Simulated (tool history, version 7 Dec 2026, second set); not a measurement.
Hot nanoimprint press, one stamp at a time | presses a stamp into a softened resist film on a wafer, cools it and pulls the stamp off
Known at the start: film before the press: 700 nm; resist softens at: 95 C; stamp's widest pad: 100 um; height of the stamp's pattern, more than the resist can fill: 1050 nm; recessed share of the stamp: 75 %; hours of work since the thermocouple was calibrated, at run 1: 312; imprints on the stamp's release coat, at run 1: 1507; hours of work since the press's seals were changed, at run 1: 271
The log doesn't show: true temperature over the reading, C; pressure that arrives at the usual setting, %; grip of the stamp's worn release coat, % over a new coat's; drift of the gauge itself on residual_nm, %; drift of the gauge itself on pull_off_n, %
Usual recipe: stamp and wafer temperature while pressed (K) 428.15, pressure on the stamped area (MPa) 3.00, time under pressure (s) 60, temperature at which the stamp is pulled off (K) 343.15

run,hour,stamp and wafer temperature while pressed (K),pressure on the stamped area (MPa),time under pressure (s),temperature at which the stamp is pulled off (K),hours of work since the thermocouple was calibrated,imprints on the stamp's release coat,hours of work since the press's seals were changed,resist left under the stamp's widest pad (nm),greatest force while the stamp is pulled off (N)
1,0.0,428.15,3.00,60,343.15,312,1507,271,318.1,200
2,9.9,428.15,3.00,60,343.15,318,1544,277,318.7,204
3,27.1,428.15,3.00,60,343.15,327,1607,286,317.3,198
4,40.0,428.15,3.00,35,343.15,335,1654,294,390.8,201
5,58.5,421.15,3.00,60,343.15,345,1722,304,402.8,199
6,76.7,421.15,3.00,60,343.15,356,1789,315,404.2,198
7,94.5,420.15,3.00,60,343.15,366,1854,325,417.8,199
8,105.0,420.15,3.00,60,343.15,372,1893,331,414.6,204
# hour 116.2: stamp cleaned and given a new release coat
9,122.5,420.15,3.00,74,343.15,378,23,337,387.0,195
# hour 132.0: plate thermocouple calibrated
10,148.6,428.15,3.00,32,343.15,10,108,351,398.1,200
11,166.2,428.15,3.00,32,343.15,20,173,361,395.2,197
12,181.1,428.15,3.00,32,343.15,28,227,369,396.8,199
13,195.3,428.15,3.00,32,343.15,36,279,377,398.5,199
14,218.2,428.15,3.00,32,343.15,49,364,390,399.8,198
15,240.6,428.15,3.47,32,343.15,62,446,403,374.6,198
16,253.7,428.15,3.54,60,343.15,69,494,411,291.5,196
17,264.0,428.15,3.54,60,343.15,75,532,417,293.3,189
18,282.3,428.15,3.54,60,343.15,86,599,427,291.8,195
19,302.3,428.15,3.54,60,343.15,97,672,438,293.7,196
20,321.1,438.15,1.96,60,343.15,108,741,449,269.4,197
21,344.4,428.15,3.43,60,343.15,121,827,462,293.9,202
22,356.5,428.15,3.43,60,343.15,128,871,469,293.9,204
23,370.2,418.15,3.00,60,351.15,136,921,477,435.5,158
24,386.0,435.15,1.93,60,351.15,145,980,486,294.8,150
25,398.3,435.15,3.40,99,339.15,152,1025,493,184.3,218
# hour 408.6: gauge calibrated
26,408.9,426.15,4.70,32,342.15,158,1064,499,362.9,198
27,428.1,426.15,4.70,32,342.15,169,1134,510,364.4,204
28,443.7,428.15,4.35,60,343.15,178,1191,519,272.2,198
29,460.2,428.15,4.35,60,343.15,187,1252,529,272.5,202
30,478.5,428.15,3.00,60,334.15,198,1319,539,318.4,248

Branching from run 30: 3 alternative next runs. What would each branch give?
A,496.9,433.15,2.05,60,343.15,208,1387,550,?,?
B,496.9,422.15,2.25,60,340.15,208,1387,550,?,?
C,496.9,428.15,3.00,60,343.15,208,1387,550,?,?

run,resist left under the stamp's widest pad (nm),greatest force while the stamp is pulled off (N)
A,311.7,207
B,429.3,214
C,319.1,201
Without the tool's hidden state the same runs would have given:
run,resist left under the stamp's widest pad (nm),greatest force while the stamp is pulled off (N)
A,313.4,205
B,431.7,211
C,320.7,199
